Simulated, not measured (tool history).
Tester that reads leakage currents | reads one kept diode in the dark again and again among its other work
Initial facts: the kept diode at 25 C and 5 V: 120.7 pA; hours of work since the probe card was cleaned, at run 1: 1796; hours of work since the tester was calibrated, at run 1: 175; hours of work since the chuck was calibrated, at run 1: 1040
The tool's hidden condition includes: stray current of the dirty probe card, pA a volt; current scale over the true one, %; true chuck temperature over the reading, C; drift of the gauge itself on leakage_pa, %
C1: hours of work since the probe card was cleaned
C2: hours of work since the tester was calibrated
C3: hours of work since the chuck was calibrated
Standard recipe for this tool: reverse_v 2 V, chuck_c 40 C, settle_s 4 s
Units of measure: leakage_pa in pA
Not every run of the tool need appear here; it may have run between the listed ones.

{"run": 1, "hour": 0.0, "reverse_v": 2, "chuck_c": 40, "settle_s": 4, "C1": 1796, "C2": 175, "C3": 1040, "leakage_pa": 312.15}
{"run": 2, "hour": 66.3, "reverse_v": 2, "chuck_c": 40, "settle_s": 4, "C1": 1846, "C2": 225, "C3": 1090, "leakage_pa": 310.96}
{"run": 3, "hour": 157.4, "reverse_v": 2, "chuck_c": 40, "settle_s": 4, "C1": 1915, "C2": 293, "C3": 1158, "leakage_pa": 308.7}
{"run": 4, "hour": 230.7, "reverse_v": 2, "chuck_c": 51, "settle_s": 4, "C1": 1970, "C2": 348, "C3": 1213, "leakage_pa": 789.09}
{"run": 5, "hour": 381.5, "reverse_v": 2, "chuck_c": 22, "settle_s": 4, "C1": 2083, "C2": 461, "C3": 1326, "leakage_pa": 58.58}
{"run": 6, "hour": 485.4, "reverse_v": 2, "chuck_c": 22, "settle_s": 4, "C1": 2161, "C2": 539, "C3": 1404, "leakage_pa": 58.41}
{"run": 7, "hour": 623.3, "reverse_v": 2, "chuck_c": 22, "settle_s": 4, "C1": 2264, "C2": 643, "C3": 1508, "leakage_pa": 58.16}
{"run": 8, "hour": 750.5, "reverse_v": 2, "chuck_c": 40, "settle_s": 4, "C1": 2360, "C2": 738, "C3": 1604, "leakage_pa": 306.19}
{"run": 9, "hour": 860.8, "reverse_v": 2, "chuck_c": 40, "settle_s": 4, "C1": 2443, "C2": 821, "C3": 1686, "leakage_pa": 304.95}
{"run": 10, "hour": 996.7, "reverse_v": 2, "chuck_c": 40, "settle_s": 4, "C1": 2545, "C2": 923, "C3": 1788, "leakage_pa": 304.16}
{"run": 11, "hour": 1076.5, "reverse_v": 2, "chuck_c": 40, "settle_s": 4, "C1": 2605, "C2": 983, "C3": 1848, "leakage_pa": 303.49}
{"run": 12, "hour": 1161.4, "reverse_v": 2, "chuck_c": 40, "settle_s": 4, "C1": 2669, "C2": 1047, "C3": 1912, "leakage_pa": 302.93}
{"hour": 1178.3, "done": "probe card cleaned and baked"}
{"run": 13, "hour": 1286.2, "reverse_v": 2, "chuck_c": 40, "settle_s": 0.36, "C1": 81, "C2": 1138, "C3": 2004, "leakage_pa": 302.05}
{"hour": 1351.9, "done": "chuck's temperature calibrated"}
{"run": 14, "hour": 1420.6, "reverse_v": 3, "chuck_c": 40, "settle_s": 4, "C1": 180, "C2": 1238, "C3": 52, "leakage_pa": 386.35}
{"run": 15, "hour": 1493.6, "reverse_v": 2, "chuck_c": 41, "settle_s": 4, "C1": 235, "C2": 1293, "C3": 106, "leakage_pa": 350.33}
{"run": 16, "hour": 1559.0, "reverse_v": 2, "chuck_c": 40, "settle_s": 0.57, "C1": 284, "C2": 1342, "C3": 156, "leakage_pa": 320.4}
{"run": 17, "hour": 1710.1, "reverse_v": 16.64, "chuck_c": 40, "settle_s": 4, "C1": 398, "C2": 1455, "C3": 269, "leakage_pa": 846.71}
{"run": 18, "hour": 1777.1, "reverse_v": 2, "chuck_c": 40, "settle_s": 4, "C1": 448, "C2": 1506, "C3": 319, "leakage_pa": 316.31}
{"run": 19, "hour": 1845.2, "reverse_v": 2, "chuck_c": 40, "settle_s": 4, "C1": 499, "C2": 1557, "C3": 370, "leakage_pa": 316.54}
{"run": 20, "hour": 1906.8, "reverse_v": 2, "chuck_c": 60, "settle_s": 4, "C1": 546, "C2": 1603, "C3": 417, "leakage_pa": 1657.05}
{"run": 21, "hour": 2002.5, "reverse_v": 2, "chuck_c": 20, "settle_s": 0.34, "C1": 618, "C2": 1675, "C3": 489, "leakage_pa": 50.88}
{"run": 22, "hour": 2118.3, "reverse_v": 17.1, "chuck_c": 56, "settle_s": 1.36, "C1": 704, "C2": 1762, "C3": 576, "leakage_pa": 3240.87}
{"run": 23, "hour": 2207.8, "reverse_v": 2.47, "chuck_c": 30, "settle_s": 0.82, "C1": 772, "C2": 1829, "C3": 643, "leakage_pa": 141.44}
{"run": 24, "hour": 2298.9, "reverse_v": 2.47, "chuck_c": 30, "settle_s": 0.82, "C1": 840, "C2": 1898, "C3": 711, "leakage_pa": 141.45}
{"run": 25, "hour": 2380.0, "reverse_v": 2.24, "chuck_c": 40, "settle_s": 4, "C1": 901, "C2": 1958, "C3": 772, "leakage_pa": 332.94}
{"run": 26, "hour": 2506.4, "reverse_v": 2.24, "chuck_c": 40, "settle_s": 4, "C1": 996, "C2": 2053, "C3": 867, "leakage_pa": 328.72}
{"run": 27, "hour": 2624.9, "reverse_v": 2.24, "chuck_c": 40, "settle_s": 4, "C1": 1085, "C2": 2142, "C3": 956, "leakage_pa": 327.43}
{"run": 28, "hour": 2772.3, "reverse_v": 2.24, "chuck_c": 40, "settle_s": 4, "C1": 1196, "C2": 2253, "C3": 1067, "leakage_pa": 328.4}
{"run": 29, "hour": 2909.4, "reverse_v": 2.24, "chuck_c": 31, "settle_s": 4, "C1": 1299, "C2": 2356, "C3": 1170, "leakage_pa": 144.71}
{"run": 30, "hour": 3036.1, "reverse_v": 12.76, "chuck_c": 20, "settle_s": 2.09, "C1": 1394, "C2": 2451, "C3": 1265, "leakage_pa": 118.11}
{"run": 31, "hour": 3099.8, "reverse_v": 5.48, "chuck_c": 32, "settle_s": 2.07, "C1": 1442, "C2": 2499, "C3": 1313, "leakage_pa": 241.06}
{"run": 32, "hour": 3199.4, "reverse_v": 2, "chuck_c": 31, "settle_s": 2.8, "C1": 1516, "C2": 2574, "C3": 1387, "leakage_pa": 137.46}
{"run": 33, "hour": 3314.4, "reverse_v": 5.2, "chuck_c": 40, "settle_s": 2.8, "C1": 1603, "C2": 2660, "C3": 1474, "leakage_pa": 475.91}
{"run": 34, "hour": 3407.2, "reverse_v": 1.74, "chuck_c": 40, "settle_s": 4, "C1": 1672, "C2": 2730, "C3": 1544, "leakage_pa": 287.86}
{"run": 35, "hour": 3539.9, "reverse_v": 5.23, "chuck_c": 40, "settle_s": 4, "C1": 1772, "C2": 2830, "C3": 1643, "leakage_pa": 476.68}
{"run": 36, "hour": 3613.3, "reverse_v": 3.41, "chuck_c": 31, "settle_s": 9.42, "C1": 1827, "C2": 2885, "C3": 1698, "leakage_pa": 174.08}
{"run": 37, "hour": 3683.9, "reverse_v": 18.38, "chuck_c": 43, "settle_s": 4, "C1": 1880, "C2": 2938, "C3": 1751, "leakage_pa": 1102.52}

5 options for the next run, each taken on its own from the tool as it stands now. Forecast them:
{"run": "A", "hour": 3750.9, "reverse_v": 13.77, "chuck_c": 53, "settle_s": 3.21, "C1": 1931, "C2": 2988, "C3": 1802, "leakage_pa": "?"}
{"run": "B", "hour": 3750.9, "reverse_v": 1.06, "chuck_c": 26, "settle_s": 0.33, "C1": 1931, "C2": 2988, "C3": 1802, "leakage_pa": "?"}
{"run": "C", "hour": 3750.9, "reverse_v": 1.46, "chuck_c": 27, "settle_s": 4, "C1": 1931, "C2": 2988, "C3": 1802, "leakage_pa": "?"}
{"run": "D", "hour": 3750.9, "reverse_v": 8.58, "chuck_c": 39, "settle_s": 2.59, "C1": 1931, "C2": 2988, "C3": 1802, "leakage_pa": "?"}
{"run": "E", "hour": 3750.9, "reverse_v": 8.44, "chuck_c": 56, "settle_s": 3.65, "C1": 1931, "C2": 2988, "C3": 1802, "leakage_pa": "?"}

run=A leakage_pa=2228.75
run=B leakage_pa=63.72
run=C leakage_pa=80.28
run=D leakage_pa=544.68
run=E leakage_pa=2255.37
With no hidden state in the tool, these same runs would have given:
run=A leakage_pa=2326.05
run=B leakage_pa=66.35
run=C leakage_pa=83.53
run=D leakage_pa=566.22
run=E leakage_pa=2356.59
